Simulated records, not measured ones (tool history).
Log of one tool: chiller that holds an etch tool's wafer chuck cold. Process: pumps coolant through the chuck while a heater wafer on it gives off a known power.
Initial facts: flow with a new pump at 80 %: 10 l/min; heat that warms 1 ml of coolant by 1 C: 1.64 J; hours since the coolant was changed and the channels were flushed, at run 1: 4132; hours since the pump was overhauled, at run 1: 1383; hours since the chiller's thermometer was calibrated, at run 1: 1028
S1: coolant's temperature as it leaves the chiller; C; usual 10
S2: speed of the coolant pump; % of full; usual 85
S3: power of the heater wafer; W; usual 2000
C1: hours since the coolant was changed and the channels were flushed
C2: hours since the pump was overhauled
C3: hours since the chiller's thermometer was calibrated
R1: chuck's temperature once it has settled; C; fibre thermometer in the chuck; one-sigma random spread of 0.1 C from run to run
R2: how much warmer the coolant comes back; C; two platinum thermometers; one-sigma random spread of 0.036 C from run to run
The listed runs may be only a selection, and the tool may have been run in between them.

{"run": 1, "hour": 0.0, "S1": 10, "S2": 85, "S3": 2000, "C1": 4132, "C2": 1383, "C3": 1028, "R1": 29.9, "R2": 6.84}
{"run": 2, "hour": 46.4, "S1": 10, "S2": 85, "S3": 2000, "C1": 4179, "C2": 1429, "C3": 1074, "R1": 29.9, "R2": 6.88}
{"run": 3, "hour": 108.2, "S1": 10, "S2": 89, "S3": 2000, "C1": 4241, "C2": 1491, "C3": 1136, "R1": 29.0, "R2": 6.57}
{"run": 4, "hour": 156.1, "S1": 10, "S2": 89, "S3": 2000, "C1": 4289, "C2": 1539, "C3": 1184, "R1": 29.1, "R2": 6.55}
{"run": 5, "hour": 226.7, "S1": 10, "S2": 89, "S3": 2000, "C1": 4359, "C2": 1609, "C3": 1255, "R1": 29.1, "R2": 6.46}
{"run": 6, "hour": 277.3, "S1": 12, "S2": 85, "S3": 2000, "C1": 4410, "C2": 1660, "C3": 1305, "R1": 31.8, "R2": 6.81}
{"run": 7, "hour": 349.6, "S1": 12, "S2": 85, "S3": 2000, "C1": 4482, "C2": 1732, "C3": 1378, "R1": 31.9, "R2": 6.79}
{"run": 8, "hour": 382.8, "S1": 12, "S2": 85, "S3": 2000, "C1": 4515, "C2": 1765, "C3": 1411, "R1": 31.9, "R2": 6.77}
{"run": 9, "hour": 453.1, "S1": 12, "S2": 85, "S3": 2000, "C1": 4586, "C2": 1836, "C3": 1481, "R1": 31.9, "R2": 6.74}
{"run": 10, "hour": 496.8, "S1": 12, "S2": 85, "S3": 2000, "C1": 4629, "C2": 1879, "C3": 1525, "R1": 32.0, "R2": 6.75}
{"run": 11, "hour": 556.8, "S1": 12, "S2": 85, "S3": 2000, "C1": 4689, "C2": 1939, "C3": 1585, "R1": 32.0, "R2": 6.75}
{"run": 12, "hour": 621.1, "S1": 5, "S2": 76, "S3": 1977, "C1": 4754, "C2": 2004, "C3": 1649, "R1": 26.8, "R2": 7.49}
{"run": 13, "hour": 656.9, "S1": 19, "S2": 82, "S3": 1200, "C1": 4789, "C2": 2040, "C3": 1685, "R1": 31.3, "R2": 4.14}
{"run": 14, "hour": 726.2, "S1": 19, "S2": 82, "S3": 1200, "C1": 4859, "C2": 2109, "C3": 1754, "R1": 31.3, "R2": 4.14}
{"run": 15, "hour": 778.5, "S1": 10, "S2": 61, "S3": 2572, "C1": 4911, "C2": 2161, "C3": 1806, "R1": 44.3, "R2": 12.58}
{"run": 16, "hour": 838.1, "S1": 4, "S2": 61, "S3": 2790, "C1": 4971, "C2": 2221, "C3": 1866, "R1": 41.2, "R2": 13.58}
{"run": 17, "hour": 919.8, "S1": 11, "S2": 85, "S3": 1401, "C1": 5052, "C2": 2302, "C3": 1948, "R1": 24.8, "R2": 4.56}
{"run": 18, "hour": 955.9, "S1": 11, "S2": 85, "S3": 1401, "C1": 5088, "C2": 2339, "C3": 1984, "R1": 24.9, "R2": 4.57}

Consider 4 possible next runs. They are alternatives, not a sequence: every one starts from the tool as it was left by run 18. What does each give?
{"run": "A", "hour": 1016.9, "S1": 11, "S2": 85, "S3": 2000, "C1": 5149, "C2": 2400, "C3": 2045, "R1": "?", "R2": "?"}
{"run": "B", "hour": 1016.9, "S1": 10, "S2": 94, "S3": 1157, "C1": 5149, "C2": 2400, "C3": 2045, "R1": "?", "R2": "?"}
{"run": "C", "hour": 1016.9, "S1": 4, "S2": 90, "S3": 1761, "C1": 5149, "C2": 2400, "C3": 2045, "R1": "?", "R2": "?"}
{"run": "D", "hour": 1016.9, "S1": 10, "S2": 87, "S3": 2000, "C1": 5149, "C2": 2400, "C3": 2045, "R1": "?", "R2": "?"}

run=A R1=30.8 R2=6.61
run=B R1=20.5 R2=3.28
run=C R1=20.6 R2=5.42
run=D R1=29.3 R2=6.43
What these runs would have given with no unlogged condition in the tool:
run=A R1=30.8 R2=6.86
run=B R1=20.5 R2=3.53
run=C R1=20.6 R2=5.67
run=D R1=29.3 R2=6.68
